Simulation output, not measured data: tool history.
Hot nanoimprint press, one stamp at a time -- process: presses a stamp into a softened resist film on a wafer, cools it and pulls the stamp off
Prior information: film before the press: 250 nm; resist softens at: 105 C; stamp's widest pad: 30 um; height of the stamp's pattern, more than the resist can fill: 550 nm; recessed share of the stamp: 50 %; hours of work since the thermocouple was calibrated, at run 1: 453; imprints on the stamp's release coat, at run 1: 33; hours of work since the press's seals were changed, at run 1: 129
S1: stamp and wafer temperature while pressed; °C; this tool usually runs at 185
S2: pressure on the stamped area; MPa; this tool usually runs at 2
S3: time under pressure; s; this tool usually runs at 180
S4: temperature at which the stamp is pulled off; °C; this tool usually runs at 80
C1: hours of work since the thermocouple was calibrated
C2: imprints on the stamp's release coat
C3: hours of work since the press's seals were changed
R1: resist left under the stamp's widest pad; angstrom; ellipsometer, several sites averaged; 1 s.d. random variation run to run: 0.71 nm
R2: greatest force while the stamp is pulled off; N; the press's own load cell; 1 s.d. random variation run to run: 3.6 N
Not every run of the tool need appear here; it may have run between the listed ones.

{"run": 1, "hour": 0.0, "S1": 185, "S2": 2, "S3": 180, "S4": 80, "C1": 453, "C2": 33, "C3": 129, "R1": 1099, "R2": 172}
{"hour": 8.1, "done": "plate thermocouple calibrated"}
{"run": 2, "hour": 9.3, "S1": 185, "S2": 2, "S3": 180, "S4": 80, "C1": 1, "C2": 57, "C3": 134, "R1": 1094, "R2": 165}
{"run": 3, "hour": 17.4, "S1": 185, "S2": 2, "S3": 180, "S4": 80, "C1": 7, "C2": 88, "C3": 140, "R1": 1095, "R2": 175}
{"run": 4, "hour": 26.5, "S1": 185, "S2": 2, "S3": 180, "S4": 80, "C1": 14, "C2": 122, "C3": 146, "R1": 1085, "R2": 177}
{"run": 5, "hour": 37.2, "S1": 185, "S2": 2, "S3": 180, "S4": 80, "C1": 22, "C2": 162, "C3": 154, "R1": 1089, "R2": 169}
{"run": 6, "hour": 43.6, "S1": 185, "S2": 1.73, "S3": 180, "S4": 80, "C1": 27, "C2": 187, "C3": 159, "R1": 1165, "R2": 177}
{"run": 7, "hour": 53.1, "S1": 196, "S2": 2, "S3": 180, "S4": 80, "C1": 34, "C2": 223, "C3": 166, "R1": 710, "R2": 172}
{"run": 8, "hour": 61.8, "S1": 185, "S2": 2, "S3": 180, "S4": 71, "C1": 40, "C2": 256, "C3": 173, "R1": 1099, "R2": 184}
{"run": 9, "hour": 70.0, "S1": 193, "S2": 2, "S3": 180, "S4": 71, "C1": 46, "C2": 287, "C3": 179, "R1": 811, "R2": 182}
{"run": 10, "hour": 80.9, "S1": 193, "S2": 2, "S3": 180, "S4": 80, "C1": 54, "C2": 328, "C3": 187, "R1": 816, "R2": 166}
{"run": 11, "hour": 90.7, "S1": 196, "S2": 2, "S3": 180, "S4": 80, "C1": 62, "C2": 365, "C3": 194, "R1": 722, "R2": 175}
{"run": 12, "hour": 99.7, "S1": 196, "S2": 2, "S3": 180, "S4": 80, "C1": 68, "C2": 399, "C3": 201, "R1": 714, "R2": 179}
{"run": 13, "hour": 105.2, "S1": 196, "S2": 2, "S3": 180, "S4": 80, "C1": 73, "C2": 420, "C3": 205, "R1": 713, "R2": 167}
{"run": 14, "hour": 111.9, "S1": 190, "S2": 2, "S3": 128, "S4": 74, "C1": 78, "C2": 445, "C3": 210, "R1": 1037, "R2": 179}
{"run": 15, "hour": 123.3, "S1": 187, "S2": 2, "S3": 128, "S4": 74, "C1": 86, "C2": 488, "C3": 219, "R1": 1145, "R2": 183}
{"run": 16, "hour": 130.6, "S1": 187, "S2": 1.4, "S3": 128, "S4": 81, "C1": 92, "C2": 516, "C3": 224, "R1": 1336, "R2": 172}
{"run": 17, "hour": 136.9, "S1": 187, "S2": 1.4, "S3": 128, "S4": 81, "C1": 96, "C2": 539, "C3": 229, "R1": 1333, "R2": 175}
{"run": 18, "hour": 146.1, "S1": 185, "S2": 2, "S3": 227, "S4": 80, "C1": 103, "C2": 574, "C3": 236, "R1": 995, "R2": 181}
{"run": 19, "hour": 154.4, "S1": 185, "S2": 2, "S3": 180, "S4": 79, "C1": 109, "C2": 606, "C3": 242, "R1": 1090, "R2": 174}
{"run": 20, "hour": 160.1, "S1": 180, "S2": 2.74, "S3": 180, "S4": 80, "C1": 114, "C2": 627, "C3": 246, "R1": 1147, "R2": 175}
{"run": 21, "hour": 167.2, "S1": 195, "S2": 1.39, "S3": 325, "S4": 79, "C1": 119, "C2": 654, "C3": 251, "R1": 694, "R2": 179}
{"run": 22, "hour": 178.1, "S1": 191, "S2": 2, "S3": 180, "S4": 82, "C1": 127, "C2": 695, "C3": 260, "R1": 884, "R2": 163}
{"run": 23, "hour": 184.5, "S1": 191, "S2": 2, "S3": 180, "S4": 82, "C1": 132, "C2": 720, "C3": 264, "R1": 879, "R2": 168}
{"run": 24, "hour": 189.5, "S1": 191, "S2": 2, "S3": 180, "S4": 82, "C1": 136, "C2": 739, "C3": 268, "R1": 862, "R2": 170}
{"run": 25, "hour": 197.3, "S1": 185, "S2": 2, "S3": 104, "S4": 83, "C1": 141, "C2": 768, "C3": 274, "R1": 1335, "R2": 171}
{"run": 26, "hour": 204.4, "S1": 185, "S2": 2, "S3": 104, "S4": 83, "C1": 147, "C2": 795, "C3": 279, "R1": 1337, "R2": 168}

Each row is a separate what-if for the run after 26, all from the same tool condition, not one after another. Results?
{"run": "A", "hour": 212.2, "S1": 190, "S2": 1.22, "S3": 180, "S4": 80, "C1": 153, "C2": 824, "C3": 285, "R1": "?", "R2": "?"}
{"run": "B", "hour": 212.2, "S1": 183, "S2": 2.44, "S3": 104, "S4": 74, "C1": 153, "C2": 824, "C3": 285, "R1": "?", "R2": "?"}
{"run": "C", "hour": 212.2, "S1": 189, "S2": 2, "S3": 109, "S4": 83, "C1": 153, "C2": 824, "C3": 285, "R1": "?", "R2": "?"}
{"run": "D", "hour": 212.2, "S1": 177, "S2": 1.28, "S3": 236, "S4": 83, "C1": 153, "C2": 824, "C3": 285, "R1": "?", "R2": "?"}
{"run": "E", "hour": 212.2, "S1": 185, "S2": 2.39, "S3": 256, "S4": 76, "C1": 153, "C2": 824, "C3": 285, "R1": "?", "R2": "?"}

run=A R1=1122 R2=166
run=B R1=1322 R2=181
run=C R1=1148 R2=175
run=D R1=1556 R2=167
run=E R1=868 R2=171
Had the tool no hidden state, the same runs would have come out as:
run=A R1=1122 R2=166
run=B R1=1322 R2=181
run=C R1=1148 R2=174
run=D R1=1557 R2=166
run=E R1=869 R2=170
